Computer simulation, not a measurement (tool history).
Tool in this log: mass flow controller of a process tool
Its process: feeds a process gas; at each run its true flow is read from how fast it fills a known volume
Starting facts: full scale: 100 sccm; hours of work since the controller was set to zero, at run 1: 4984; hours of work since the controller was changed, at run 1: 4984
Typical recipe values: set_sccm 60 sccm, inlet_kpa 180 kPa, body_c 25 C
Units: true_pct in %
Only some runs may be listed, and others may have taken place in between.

run      day  set_sccm  inlet_kpa  body_c  hours of work since the controller was set to zero  hours of work since the controller was changed  true_pct
  1        0        60        180      25                                                4984                                            4984    101.47
  2    7.429        60        180      25                                                5089                                            5089    101.59
  3   13.004        60        180      25                                                5168                                            5168     101.7
  4   22.021        60        180      25                                                5296                                            5296    101.62
  5   32.321        60        180      25                                                5442                                            5442    101.68
  6   42.367        60        180      25                                                5584                                            5584    101.71
  7   50.038        60        180      25                                                5692                                            5692    101.76
  8   59.158        60        180      25                                                5821                                            5821    101.92
  9    67.35        60        180      28                                                5937                                            5937    101.82
 10   74.542        60        180      28                                                6039                                            6039    101.84
 11   80.246        60        180      29                                                6120                                            6120    101.85
      84.588  -- controller exchanged for a calibrated one
 12   91.662        60        180      29                                                 100                                             100     99.21
 13  101.496        60        180      29                                                 239                                             239     99.39
 14  110.346        60        180      29                                                 364                                             364      99.5
 15  117.446        60        180      25                                                 465                                             465     99.66
 16  126.746        60        180      29                                                 596                                             596      99.6
 17  132.833        11        180      29                                                 683                                             683     98.13
 18  140.233        81        180      25                                                 787                                             787    100.22
 19  147.938        81        180      25                                                 896                                             896    100.21
 20  155.762        60        180      25                                                1007                                            1007     99.81
 21  166.188        60        180      25                                                1154                                            1154    100.07
 22  177.379        60        191      25                                                1313                                            1313      99.9
 23  184.133        12        180      25                                                1408                                            1408     98.19
 24  192.908        12        180      25                                                1533                                            1533      98.1
 25  198.446        12        180      25                                                1611                                            1611     98.13
 26    207.3        39        189      25                                                1736                                            1736     99.62
 27  216.392        74        213      29                                                1865                                            1865    100.27
 28  226.279        74        213      29                                                2005                                            2005    100.25
      227.05  -- controller's zero set anew
 29  235.096        60        187      25                                                 114                                            2129     100.2
 30  239.779        60        187      25                                                 180                                            2195    100.09
 31  251.242        60        192      26                                                 342                                            2358     99.94
 32  256.492        60        192      26                                                 417                                            2432    100.11
 33  262.808        60        192      26                                                 506                                            2521    100.05
 34  272.254        60        152      23                                                 640                                            2655     100.4
 35    279.2        35        276      25                                                 738                                            2753     98.96
 36  289.379        60        251      25                                                 882                                            2897     99.99
     295.338  -- controller's zero set anew, once more
 37  296.146        28        232      26                                                  11                                            2993    100.32
 38  307.721        75        232      26                                                 175                                            3156    101.22
 39  318.788        60        162      27                                                 332                                            3313    101.33
 40  328.925        60        162      25                                                 475                                            3456     101.4
 41  335.179        26        162      24                                                 564                                            3545    100.77
 42  345.125        11        231      23                                                 704                                            3686     99.93
 43  356.171        11        221      25                                                 861                                            3842     99.95
 44  363.458        36        187      23                                                 964                                            3945    101.02
 45  369.804        92        254      25                                                1054                                            4035    101.62
 46  380.483        92        254      25                                                1205                                            4186    101.66
 47  389.921        92        254      25                                                1338                                            4319    101.81
 48  400.504        92        254      25                                                1488                                            4469    101.99

Hidden state or all else? Some run-to-run changes of true_pct, split into what the settings, what came in and random variation would give without the hidden state, and what is left for the hidden state (with any gauge scatter that isn't in both results):
Hidden state at play: flow at rest that the sensor doesn't see, % of full scale; true flow over the shown one, %; drift of the gauge itself on true_pct, %.
Run 11 -> 12: controller exchanged for a calibrated one. true_pct -2.64 %: hidden state -2.47, all else -0.17.
Run 17 -> 18: set_sccm 11 -> 81, body_c 29 -> 25. true_pct +2.09 %: hidden state +0.87, all else +1.22.
Run 22 -> 23: set_sccm 60 -> 12, inlet_kpa 191 -> 180. true_pct -1.71 %: hidden state -1.08, all else -0.63.
Run 25 -> 26: set_sccm 12 -> 39, inlet_kpa 180 -> 189. true_pct +1.49 %: hidden state +1.1, all else +0.39.
